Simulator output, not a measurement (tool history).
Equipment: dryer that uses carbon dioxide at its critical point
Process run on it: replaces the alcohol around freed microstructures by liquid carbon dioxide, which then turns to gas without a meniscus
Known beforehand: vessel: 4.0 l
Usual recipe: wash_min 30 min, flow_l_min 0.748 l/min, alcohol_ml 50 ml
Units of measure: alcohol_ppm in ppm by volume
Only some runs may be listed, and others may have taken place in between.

Run 1, hour 0.0: usual settings. Result: alcohol_ppm 161 ppm by volume.
Run 2, hour 8.7: usual settings. Result: alcohol_ppm 167 ppm by volume.
Run 3, hour 18.6: usual settings but flow_l_min 1.258 l/min. Result: alcohol_ppm 14 ppm by volume.
Run 4, hour 24.1: usual settings but flow_l_min 1.258 l/min. Result: alcohol_ppm 18 ppm by volume.
Run 5, hour 32.9: usual settings but flow_l_min 1.258 l/min, alcohol_ml 43 ml. Result: alcohol_ppm 8 ppm by volume.
Run 6, hour 41.6: usual settings but flow_l_min 1.258 l/min, alcohol_ml 43 ml. Result: alcohol_ppm 9 ppm by volume.
Run 7, hour 51.1: usual settings but wash_min 46 min, flow_l_min 0.921 l/min, alcohol_ml 77 ml. Result: alcohol_ppm 9 ppm by volume.

Estimate the outcome of run 8 from the log above:
Run 8, hour 58.3: usual settings but wash_min 46 min, flow_l_min 0.921 l/min, alcohol_ml 77 ml. Result: alcohol_ppm ?.

{"run 8": {"alcohol_ppm": 10}}
Minus the tool's unlogged condition, the same run would have read alcohol_ppm 6 ppm by volume.
